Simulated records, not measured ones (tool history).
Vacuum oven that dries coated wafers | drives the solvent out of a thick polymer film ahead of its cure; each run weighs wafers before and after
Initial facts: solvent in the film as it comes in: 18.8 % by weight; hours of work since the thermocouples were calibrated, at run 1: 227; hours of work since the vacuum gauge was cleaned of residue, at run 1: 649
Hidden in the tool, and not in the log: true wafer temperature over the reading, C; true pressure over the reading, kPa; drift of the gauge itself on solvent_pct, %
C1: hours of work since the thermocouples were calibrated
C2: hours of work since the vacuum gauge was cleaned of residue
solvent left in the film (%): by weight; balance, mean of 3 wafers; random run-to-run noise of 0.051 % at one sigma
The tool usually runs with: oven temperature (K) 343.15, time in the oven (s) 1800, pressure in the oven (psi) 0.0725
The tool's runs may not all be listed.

Run 1, hour 0: usual settings; C1 227; C2 649. Result: solvent left in the film (%) 1.7.
Run 2, hour 40.3: usual settings but time in the oven (s) 1380; C1 243; C2 665. Result: solvent left in the film (%) 2.64.
Run 3, hour 77.7: usual settings but time in the oven (s) 1380; C1 258; C2 680. Result: solvent left in the film (%) 2.69.
Run 4, hour 117.9: usual settings but time in the oven (s) 3060; C1 275; C2 696. Result: solvent left in the film (%) 0.61.
Run 5, hour 172.9: usual settings but time in the oven (s) 3060; C1 297; C2 718. Result: solvent left in the film (%) 0.55.
Run 6, hour 229.1: usual settings but time in the oven (s) 3060; C1 319; C2 741. Result: solvent left in the film (%) 0.55.
Run 7, hour 276.3: usual settings but time in the oven (s) 3060; C1 338; C2 760. Result: solvent left in the film (%) 0.53.
Run 8, hour 310.6: usual settings but time in the oven (s) 3060; C1 352; C2 774. Result: solvent left in the film (%) 0.54.
Run 9, hour 355.7: usual settings but time in the oven (s) 3060; C1 370; C2 792. Result: solvent left in the film (%) 0.59.
Run 10, hour 387.3: usual settings but time in the oven (s) 3060; C1 383; C2 804. Result: solvent left in the film (%) 0.61.
Run 11, hour 421: usual settings but time in the oven (s) 3060; C1 396; C2 818. Result: solvent left in the film (%) 0.61.
Run 12, hour 459.5: usual settings; C1 412; C2 833. Result: solvent left in the film (%) 1.74.
Run 13, hour 510.4: usual settings; C1 432; C2 854. Result: solvent left in the film (%) 1.74.
Run 14, hour 573.7: usual settings; C1 458; C2 879. Result: solvent left in the film (%) 1.7.
Run 15, hour 644.6: usual settings; C1 486; C2 908. Result: solvent left in the film (%) 1.73.
Run 16, hour 713.8: usual settings; C1 514; C2 935. Result: solvent left in the film (%) 1.6.
Run 17, hour 769.4: usual settings but oven temperature (K) 346.15, time in the oven (s) 1320; C1 536; C2 958. Result: solvent left in the film (%) 2.32.
Run 18, hour 834.2: usual settings but oven temperature (K) 353.15, pressure in the oven (psi) 0.1062; C1 562; C2 984. Result: solvent left in the film (%) 0.66.
Run 19, hour 873: usual settings but oven temperature (K) 338.15, time in the oven (s) 2820, pressure in the oven (psi) 0.0853; C1 578; C2 999. Result: solvent left in the film (%) 1.19.
Run 20, hour 926.3: usual settings but oven temperature (K) 334.15, time in the oven (s) 1740, pressure in the oven (psi) 0.1429; C1 599; C2 1021. Result: solvent left in the film (%) 3.94.
Run 21, hour 967.6: usual settings but oven temperature (K) 352.15, pressure in the oven (psi) 0.0745; C1 616; C2 1037. Result: solvent left in the film (%) 0.7.
Run 22, hour 1027.1: usual settings but oven temperature (K) 346.15, time in the oven (s) 1440; C1 640; C2 1061. Result: solvent left in the film (%) 2.02.
Run 23, hour 1063.6: usual settings but oven temperature (K) 346.15, time in the oven (s) 1440; C1 654; C2 1076. Result: solvent left in the film (%) 1.93.
Run 24, hour 1115.3: usual settings but oven temperature (K) 354.15, pressure in the oven (psi) 0.1613; C1 675; C2 1097. Result: solvent left in the film (%) 0.74.
Run 25, hour 1145.7: usual settings but oven temperature (K) 328.15, time in the oven (s) 960, pressure in the oven (psi) 0.1366; C1 687; C2 1109. Result: solvent left in the film (%) 8.63.
Run 26, hour 1179.7: usual settings but oven temperature (K) 329.15, time in the oven (s) 2220, pressure in the oven (psi) 0.0631; C1 701; C2 1123. Result: solvent left in the film (%) 3.77.
Run 27, hour 1216.9: usual settings but time in the oven (s) 1140; C1 716; C2 1138. Result: solvent left in the film (%) 3.62.
Run 28, hour 1261.6: usual settings but oven temperature (K) 340.15, pressure in the oven (psi) 0.1671; C1 734; C2 1155. Result: solvent left in the film (%) 2.57.
Run 29, hour 1322.5: usual settings but oven temperature (K) 345.15, time in the oven (s) 960, pressure in the oven (psi) 0.1671; C1 758; C2 1180. Result: solvent left in the film (%) 4.18.

Predict each of these 5 candidate next runs independently; none follows another, all start after run 29:
Run A, hour 1393.1: usual settings but oven temperature (K) 345.15; C1 787; C2 1208. Result: solvent left in the film (%) ?.
Run B, hour 1393.1: usual settings but oven temperature (K) 345.15, time in the oven (s) 960, pressure in the oven (psi) 0.0425; C1 787; C2 1208. Result: solvent left in the film (%) ?.
Run C, hour 1393.1: usual settings but oven temperature (K) 329.15, time in the oven (s) 1620, pressure in the oven (psi) 0.0364; C1 787; C2 1208. Result: solvent left in the film (%) ?.
Run D, hour 1393.1: usual settings but oven temperature (K) 336.15, time in the oven (s) 1080; C1 787; C2 1208. Result: solvent left in the film (%) ?.
Run E, hour 1393.1: usual settings but pressure in the oven (psi) 0.0511; C1 787; C2 1208. Result: solvent left in the film (%) ?.

run  solvent left in the film (%)
  A                          1.32
  B                          4.01
  C                          5.39
  D                          5.69
  E                          1.72
Without the tool's unlogged condition, the same runs would have read:
run  solvent left in the film (%)
  A                          1.37
  B                          4.19
  C                          5.53
  D                          5.88
  E                          1.79
